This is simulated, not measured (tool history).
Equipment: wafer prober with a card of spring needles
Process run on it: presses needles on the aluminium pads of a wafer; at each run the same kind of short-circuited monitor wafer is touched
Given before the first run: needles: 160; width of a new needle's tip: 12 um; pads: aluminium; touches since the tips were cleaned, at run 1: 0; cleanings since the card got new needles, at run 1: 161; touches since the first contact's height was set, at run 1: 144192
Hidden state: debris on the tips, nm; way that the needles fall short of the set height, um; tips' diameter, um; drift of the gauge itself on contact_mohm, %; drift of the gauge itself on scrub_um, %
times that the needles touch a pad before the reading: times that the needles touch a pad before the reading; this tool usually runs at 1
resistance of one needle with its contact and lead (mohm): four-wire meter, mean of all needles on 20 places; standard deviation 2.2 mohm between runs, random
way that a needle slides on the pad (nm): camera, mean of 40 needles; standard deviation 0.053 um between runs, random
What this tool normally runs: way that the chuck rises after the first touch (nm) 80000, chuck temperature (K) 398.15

run   hour  way that the chuck rises after the first touch (nm)  chuck temperature (K)  times that the needles touch a pad before the reading  touches since the tips were cleaned  cleanings since the card got new needles  touches since the first contact's height was set  resistance of one needle with its contact and lead (mohm)  way that a needle slides on the pad (nm)
  1      0                                                80000                 398.15                                                      1                                    0                                       161                                            144192                                                        240                                     11980
       6.3  -- tips cleaned on abrasive film
      12.6  -- tips cleaned on abrasive film
      18.9  -- tips cleaned on abrasive film
  2   23.4                                                80000                 398.15                                                      1                                 1836                                       164                                            153688                                                        241                                     11870
      24.8  -- tips cleaned on abrasive film
      31.1  -- tips cleaned on abrasive film
      36.1  -- tips cleaned on abrasive film
      41.2  -- tips cleaned on abrasive film
      46.3  -- tips cleaned on abrasive film
  3   50.7                                                94000                 398.15                                                      1                                 1829                                       169                                            164710                                                        240                                     14030
      52.1  -- tips cleaned on abrasive film
      57.1  -- tips cleaned on abrasive film
      62.2  -- tips cleaned on abrasive film
      68.5  -- tips cleaned on abrasive film
      73.6  -- tips cleaned on abrasive film
  4   78.2                                                94000                 398.15                                                      1                                 1880                                       174                                            175782                                                        239                                     14020
      79.5  -- tips cleaned on abrasive film
      84.6  -- tips cleaned on abrasive film
      89.7  -- tips cleaned on abrasive film
        96  -- tips cleaned on abrasive film
  5   96.1                                                94000                 398.15                                                      1                                   34                                       178                                            182965                                                        241                                     13940
     101.2  -- tips cleaned on abrasive film
     106.2  -- tips cleaned on abrasive film
     111.3  -- tips cleaned on abrasive film
  6    116                                                80000                 398.15                                                      1                                 1942                                       181                                            191047                                                        242                                     11900
     117.4  -- tips cleaned on abrasive film
     122.4  -- tips cleaned on abrasive film
     127.5  -- tips cleaned on abrasive film
     133.8  -- tips cleaned on abrasive film
     140.1  -- tips cleaned on abrasive film
     145.2  -- tips cleaned on abrasive film
  7  145.7                                                68000                 398.15                                                      1                                  219                                       187                                            203012                                                        242                                     10180
     150.8  -- tips cleaned on abrasive film
     155.9  -- tips cleaned on abrasive film
     162.2  -- tips cleaned on abrasive film
     167.3  -- tips cleaned on abrasive film
  8  167.9                                                80000                 398.15                                                      2                                  242                                       191                                            211936                                                        241                                     11930
     172.9  -- tips cleaned on abrasive film
       178  -- tips cleaned on abrasive film
     183.1  -- tips cleaned on abrasive film
     189.4  -- tips cleaned on abrasive film
     194.7  -- height of the first contact set anew
       196  -- tips cleaned on abrasive film
  9  197.8                                                92000                 398.15                                                      2                                  751                                       196                                              1262                                                        239                                     13710
     201.7  -- tips cleaned on abrasive film
     206.7  -- tips cleaned on abrasive film
     211.8  -- tips cleaned on abrasive film
     216.9  -- tips cleaned on abrasive film
     223.2  -- tips cleaned on abrasive film
 10  224.7                                                92000                 398.15                                                      2                                  613                                       201                                             12090                                                        240                                     13550
     228.5  -- tips cleaned on abrasive film
     233.6  -- tips cleaned on abrasive film
     239.9  -- tips cleaned on abrasive film
       245  -- tips cleaned on abrasive film
       250  -- tips cleaned on abrasive film
     256.3  -- tips cleaned on abrasive film
 11  258.9                                                71000                 398.15                                                      1                                 1068                                       207                                             25924                                                        239                                     10490
     261.5  -- tips cleaned on abrasive film
     266.6  -- tips cleaned on abrasive film
     272.9  -- tips cleaned on abrasive film
       278  -- tips cleaned on abrasive film
     283.1  -- tips cleaned on abrasive film
     288.3  -- tips cleaned on abrasive film
 12  288.3                                                91000                 372.15                                                      3                                    0                                       213                                             37743                                                        233                                     13460
     294.6  -- tips cleaned on abrasive film
     299.7  -- tips cleaned on abrasive film
       306  -- tips cleaned on abrasive film
     312.3  -- tips cleaned on abrasive film
     318.6  -- tips cleaned on abrasive film
 13  321.3                                                80000                 377.15                                                      2                                 1085                                       218                                             51083                                                        237                                     11820
     323.8  -- tips cleaned on abrasive film
     328.9  -- tips cleaned on abrasive film
     335.2  -- tips cleaned on abrasive film
     340.3  -- tips cleaned on abrasive film
     345.4  -- tips cleaned on abrasive film
     357.4  -- card fitted with new needles
     362.4  -- tips cleaned on abrasive film
 14  365.5                                                80000                 377.15                                                      2                                 1268                                         1                                              3311                                                        235                                     11820

5 options for the next run, each taken on its own from the tool as it stands now. Forecast them:
     368.1  -- tips cleaned on abrasive film
     374.4  -- tips cleaned on abrasive film
     380.7  -- tips cleaned on abrasive film
  A  380.8                                                78000                 375.15                                                      2                                   40                                         4                                              9479                                                          ?                                         ?
     368.1  -- tips cleaned on abrasive film
     374.4  -- tips cleaned on abrasive film
     380.7  -- tips cleaned on abrasive film
  B  380.8                                                60000                 391.15                                                      2                                   40                                         4                                              9479                                                          ?                                         ?
     368.1  -- tips cleaned on abrasive film
     374.4  -- tips cleaned on abrasive film
     380.7  -- tips cleaned on abrasive film
  C  380.8                                                78000                 349.15                                                      2                                   40                                         4                                              9479                                                          ?                                         ?
     368.1  -- tips cleaned on abrasive film
     374.4  -- tips cleaned on abrasive film
     380.7  -- tips cleaned on abrasive film
  D  380.8                                                79000                 305.15                                                      3                                   40                                         4                                              9479                                                          ?                                         ?
     368.1  -- tips cleaned on abrasive film
     374.4  -- tips cleaned on abrasive film
     380.7  -- tips cleaned on abrasive film
  E  380.8                                                80000                 380.15                                                      1                                   40                                         4                                              9479                                                          ?                                         ?

run  resistance of one needle with its contact and lead (mohm)  way that a needle slides on the pad (nm)
  A                                                        237                                     11530
  B                                                        240                                      8820
  C                                                        231                                     11500
  D                                                        220                                     11820
  E                                                        236                                     11810
Without the tool's hidden state the same runs would have given:
run  resistance of one needle with its contact and lead (mohm)  way that a needle slides on the pad (nm)
  A                                                        237                                     11670
  B                                                        240                                      8930
  C                                                        231                                     11640
  D                                                        220                                     11970
  E                                                        236                                     11960
